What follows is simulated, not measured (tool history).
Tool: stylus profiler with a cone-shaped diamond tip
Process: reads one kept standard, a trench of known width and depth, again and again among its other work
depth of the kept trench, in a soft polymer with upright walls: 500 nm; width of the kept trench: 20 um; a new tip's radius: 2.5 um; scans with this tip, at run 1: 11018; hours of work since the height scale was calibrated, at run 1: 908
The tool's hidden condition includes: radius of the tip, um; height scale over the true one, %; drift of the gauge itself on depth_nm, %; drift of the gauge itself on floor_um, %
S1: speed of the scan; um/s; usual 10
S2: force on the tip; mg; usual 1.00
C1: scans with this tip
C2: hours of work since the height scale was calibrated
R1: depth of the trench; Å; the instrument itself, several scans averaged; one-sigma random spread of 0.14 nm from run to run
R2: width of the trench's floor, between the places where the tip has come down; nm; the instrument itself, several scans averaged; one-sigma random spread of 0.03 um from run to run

run	hour	S1	S2	C1	C2	R1	R2
1	0.0	10	1.00	11018	908	5017.4	15610
2	50.6	2	1.00	11317	933	5015.5	15700
3	109.4	4	1.00	11664	961	5013.6	15590
4	151.6	18	1.00	11913	982	5014.2	15530
5	226.5	18	1.00	12355	1018	5015.1	15450
6	266.2	18	1.00	12590	1037	5015.4	15400
7	323.7	18	1.00	12929	1065	5014.2	15350
8	385.6	18	1.00	13294	1095	5014.1	15320
9	424.4	10	1.00	13523	1114	5012.1	15440
10	462.1	3	1.00	13745	1133	5013.3	15460
11	549.2	6	1.00	14259	1175	5011.8	15400
12	603.9	6	1.00	14582	1202	5010.1	15310
13	692.3	6	1.00	15104	1245	5012.8	15260
14	748.9	6	1.00	15438	1272	5009.9	15250
# hour 755.2: height scale calibrated on a step standard
15	833.1	6	1.00	15931	38	5002.7	15180
16	897.4	6	1.00	16311	69	5002.8	15130
17	943.4	35	1.11	16582	91	5007.5	14940
18	1011.2	2	1.11	16982	124	5006.9	15130
19	1095.3	13	2.46	17479	165	5024.4	15070
# hour 1136.8: height scale calibrated on a step standard, once more
20	1157.2	21	1.07	17841	10	5030.6	14890
21	1200.2	21	1.07	18095	31	5025.7	14810
22	1285.7	3	0.58	18599	72	5015.4	15030
23	1371.6	4	2.47	19106	114	5048.7	14950
24	1450.0	4	2.47	19569	152	5051.0	14920
25	1490.4	2	0.65	19807	172	5015.7	14890
26	1578.5	22	1.15	20327	215	5029.2	14680
27	1651.3	8	1.00	20757	250	5022.2	14780
28	1735.1	14	1.00	21251	291	5023.9	14680
29	1809.5	15	1.57	21690	327	5032.2	14670
# hour 1851.7: new tip fitted, height scale calibrated
30	1877.6	3	2.16	153	13	5048.6	17000
31	1951.4	3	2.16	588	48	5045.7	17010

For each entry between runs, how does the tool's hidden state at the last listed run before it compare with that at the first listed run after it?
Logged between run 14 and run 15: height scale calibrated on a step standard (hour 755.2)
  radius of the tip, um: 5.77 -> 5.88; height scale over the true one, %: -0.376 -> -0.495
  measured minus no-state result, R1: -18.9 -> -24.9 Å; R2: -1700 -> -1740 nm
Logged between run 19 and run 20: height scale calibrated on a step standard, once more (hour 1136.8)
  radius of the tip, um: 6.22 -> 6.3; height scale over the true one, %: -0.536 -> -0.027
  measured minus no-state result, R1: -27.1 -> -1.3 Å; R2: -1890 -> -1920 nm
Logged between run 29 and run 30: new tip fitted, height scale calibrated (hour 1851.7)
  radius of the tip, um: 7.16 -> 2.44; height scale over the true one, %: -0.129 -> -0.015
  measured minus no-state result, R1: -6.5 -> -0.7 Å; R2: -2250 -> +40 nm
